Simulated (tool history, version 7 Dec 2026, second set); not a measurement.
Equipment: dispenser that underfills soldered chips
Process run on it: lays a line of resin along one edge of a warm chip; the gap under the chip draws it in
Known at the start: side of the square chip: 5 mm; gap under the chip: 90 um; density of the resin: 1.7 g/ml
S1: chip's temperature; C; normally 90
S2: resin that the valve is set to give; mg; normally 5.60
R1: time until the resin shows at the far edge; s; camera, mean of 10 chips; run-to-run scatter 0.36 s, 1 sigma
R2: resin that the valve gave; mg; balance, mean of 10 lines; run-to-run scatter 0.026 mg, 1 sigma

run    day   S1    S2    R1    R2
  1  0.000   90  5.60  22.0  5.51
  2  0.312   90  5.60  30.5  5.54
     0.371  -- new syringe of resin
  3  0.538   90  5.60  23.4  5.51
  4  0.775   90  5.60  30.4  5.49
     0.854  -- new syringe of resin
  5  0.962   90  5.60  22.2  5.53
  6  1.283   99  5.60  25.3  5.50
     1.350  -- new syringe of resin
  7  1.521  101  7.19  18.0  7.04
  8  1.762  101  5.29  24.0  5.15
     1.821  -- new syringe of resin
  9  1.979   81  7.19  29.6  7.00
 10  2.150   89  5.60  29.2  5.43
     2.296  -- new syringe of resin
 11  2.458   85  4.84  28.5  4.70

Consider 5 possible next runs. They are alternatives, not a sequence: every one starts from the tool as it was left by run 11. What does each give?
  A  2.596  95  4.84   ?   ?
  B  2.596  91  5.34   ?   ?
  C  2.596  81  6.91   ?   ?
  D  2.596  85  6.55   ?   ?
  E  2.596  99  6.48   ?   ?

run    R1    R2
  A  25.0  4.64
  B  26.6  5.15
  C  34.5  6.65
  D  31.1  6.32
  E  20.6  6.23
With no hidden state in the tool, these same runs would have given:
run    R1    R2
  A  17.9  4.80
  B  18.9  5.33
  C  24.9  6.89
  D  22.5  6.54
  E  14.6  6.44
